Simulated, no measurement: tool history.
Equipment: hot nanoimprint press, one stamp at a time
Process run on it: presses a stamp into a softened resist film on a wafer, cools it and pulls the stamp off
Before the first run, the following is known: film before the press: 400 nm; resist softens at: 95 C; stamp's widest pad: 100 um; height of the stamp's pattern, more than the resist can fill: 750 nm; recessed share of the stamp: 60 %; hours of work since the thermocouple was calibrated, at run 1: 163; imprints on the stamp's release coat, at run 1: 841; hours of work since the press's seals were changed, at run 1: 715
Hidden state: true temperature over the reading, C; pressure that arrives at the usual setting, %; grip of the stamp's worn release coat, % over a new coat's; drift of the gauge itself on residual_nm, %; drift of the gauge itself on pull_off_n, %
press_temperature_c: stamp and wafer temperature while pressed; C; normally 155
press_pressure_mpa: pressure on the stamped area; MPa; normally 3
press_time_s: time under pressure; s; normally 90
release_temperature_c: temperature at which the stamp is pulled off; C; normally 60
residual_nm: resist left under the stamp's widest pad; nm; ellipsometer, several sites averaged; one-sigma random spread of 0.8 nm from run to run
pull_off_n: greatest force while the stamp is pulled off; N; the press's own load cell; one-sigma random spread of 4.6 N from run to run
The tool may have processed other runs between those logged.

run,hour,press_temperature_c,press_pressure_mpa,press_time_s,release_temperature_c,hours of work since the thermocouple was calibrated,imprints on the stamp's release coat,hours of work since the press's seals were changed,residual_nm,pull_off_n
1,0,155,3,90,60,163,841,715,232.4,260
2,47.1,161,3,90,60,185,991,738,188.4,277
3,70.5,161,3,90,60,196,1066,749,189,273
4,110.5,161,3,90,60,215,1193,768,188.1,277
5,152,161,3,90,60,235,1326,788,188,287
6,197,161,3,90,60,256,1469,809,187.5,279
7,232.7,161,3,90,60,273,1584,826,187.5,291
8,260.3,155,3,90,60,286,1671,839,230.2,305
9,280.9,155,3,90,60,296,1737,849,231,303
# hour 288.9: stamp cleaned and given a new release coat
10,316.8,155,3,90,60,310,89,863,229.2,224
11,362.6,155,3,90,60,332,235,885,229.1,232
12,389.4,155,3,90,60,345,320,897,228.7,238
13,422.8,155,3,90,60,360,427,913,228,241
14,456.1,155,3,90,60,376,533,929,228.4,241
15,496.2,155,3,90,60,395,661,948,227,248
16,528.4,155,3,90,55,411,764,963,227.3,275
17,578.2,155,3,90,55,434,923,987,226.7,273
# hour 610.6: plate thermocouple calibrated
18,616.7,155,3,90,55,3,1036,1004,240.9,277
19,655,158,3.73,163,47,21,1159,1022,161.6,310
20,685.2,155,2.09,90,60,35,1255,1036,271.4,273
21,719.1,154,3.67,90,54,51,1363,1052,228.9,292
22,742.2,163,2.88,90,59,62,1437,1063,185.7,300
23,767.5,167,3,80,60,74,1518,1075,166,294
24,804.9,146,2.13,80,60,92,1637,1093,340.5,296
# hour 844.5: stamp cleaned and given a new release coat
25,853.1,146,2.66,83,51,112,28,1113,322.3,250
26,900.1,155,3,90,47,135,178,1135,236.7,266
27,946,146,3,120,62,156,325,1157,292.2,232
28,968.2,163,2.08,174,47,167,395,1168,169.5,273
29,1011.7,159,2.61,84,60,187,534,1188,222.1,245

Branching from run 29: 3 alternative next runs. What would each branch give?
A,1033.2,162,3,87,45,198,603,1199,?,?
B,1033.2,159,2.61,94,60,198,603,1199,?,?
C,1033.2,157,2.61,60,60,198,603,1199,?,?

run,residual_nm,pull_off_n
A,189.3,282
B,217,240
C,262,252
The same runs, with their run-to-run variation unchanged, on a tool lacking any hidden condition would have given:
run,residual_nm,pull_off_n
A,184.1,254
B,213.1,217
C,258.3,228
